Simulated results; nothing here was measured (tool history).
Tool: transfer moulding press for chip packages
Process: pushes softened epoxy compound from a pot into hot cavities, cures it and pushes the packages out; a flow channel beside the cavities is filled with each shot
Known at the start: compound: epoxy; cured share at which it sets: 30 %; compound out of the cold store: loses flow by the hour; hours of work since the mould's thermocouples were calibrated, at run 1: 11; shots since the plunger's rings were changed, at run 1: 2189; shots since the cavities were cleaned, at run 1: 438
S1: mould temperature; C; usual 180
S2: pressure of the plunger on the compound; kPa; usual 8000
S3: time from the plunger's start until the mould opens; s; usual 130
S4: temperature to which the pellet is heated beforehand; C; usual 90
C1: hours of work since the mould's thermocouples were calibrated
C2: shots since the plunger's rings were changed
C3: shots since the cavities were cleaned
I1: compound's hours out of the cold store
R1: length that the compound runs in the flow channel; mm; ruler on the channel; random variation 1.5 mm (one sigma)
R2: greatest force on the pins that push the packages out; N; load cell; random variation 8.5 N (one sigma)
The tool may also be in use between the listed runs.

run	day	S1	S2	S3	S4	C1	C2	C3	I1	R1	R2
1	0.000	180	8000	130	90	11	2189	438	21.8	637	473
2	1.333	180	8000	130	90	33	2505	754	8.2	693	505
3	2.321	180	6600	130	90	50	2738	987	40.3	519	528
# day 3.242: cavities cleaned with cleaning compound and waxed
4	3.379	180	6600	130	90	66	2974	33	11.3	614	395
# day 3.996: plunger's sealing rings changed
5	4.633	180	8000	120	90	86	150	304	12.4	686	493
6	5.758	180	8000	161	90	105	416	570	42.8	569	436
7	7.042	180	8000	161	90	126	720	874	24.0	635	465
8	8.029	180	8000	120	90	143	952	1106	47.6	552	570
# day 8.496: cavities cleaned with cleaning compound and waxed
9	9.492	180	8000	160	90	167	1283	235	32.0	605	379
10	10.950	180	8000	160	90	191	1629	581	41.2	572	447
# day 11.200: mould's thermocouples calibrated
11	12.650	180	8000	160	90	24	2010	962	36.8	583	441
# day 13.642: cavities cleaned with cleaning compound and waxed
12	13.750	180	8000	160	90	42	2255	26	19.9	647	347
13	14.538	180	8000	130	90	55	2442	213	47.0	550	419
# day 15.579: mould's thermocouples calibrated, once more
14	16.396	173	8000	130	90	14	2861	632	38.2	593	724
# day 17.425: plunger's sealing rings changed
15	17.842	186	8000	130	90	36	99	949	14.0	662	471
# day 18.946: cavities cleaned with cleaning compound and waxed
16	19.700	180	8000	135	86	67	523	178	41.1	575	389
17	21.300	180	8000	121	94	94	902	557	18.6	652	528
18	23.071	180	9520	121	94	123	1320	975	11.8	737	600
19	23.862	180	9520	121	94	137	1507	1162	24.7	685	598
# day 24.012: cavities cleaned with cleaning compound and waxed
20	24.783	180	9520	121	94	151	1710	182	24.9	685	438
21	26.483	185	9360	129	94	180	2112	584	24.9	661	435
22	28.292	179	9360	170	94	210	2540	1012	29.9	657	460
# day 29.062: cavities cleaned with cleaning compound and waxed
23	30.125	180	8000	130	88	240	2958	251	12.6	669	442
# day 30.712: plunger's sealing rings changed
24	31.171	180	8000	130	88	256	109	474	35.3	597	448
25	32.750	181	8020	146	90	283	482	847	35.5	591	476
26	33.558	181	8020	146	90	296	673	1038	17.8	655	471
# day 34.188: cavities cleaned with cleaning compound and waxed
27	34.667	181	8020	146	90	314	920	114	43.4	563	357
28	36.188	182	6010	146	90	340	1279	473	34.8	510	445

3 ways to go on from here, each from the tool as it stands after run 28. What would each give?
A	37.533	182	6010	155	90	362	1597	791	17.1	?	?
B	37.533	182	6650	167	90	362	1597	791	45.9	?	?
C	37.533	180	8000	150	93	362	1597	791	43.4	?	?

run	R1	R2
A	564	462
B	501	443
C	561	461
Without the tool's hidden state the same runs would have given:
run	R1	R2
A	573	333
B	509	315
C	571	333
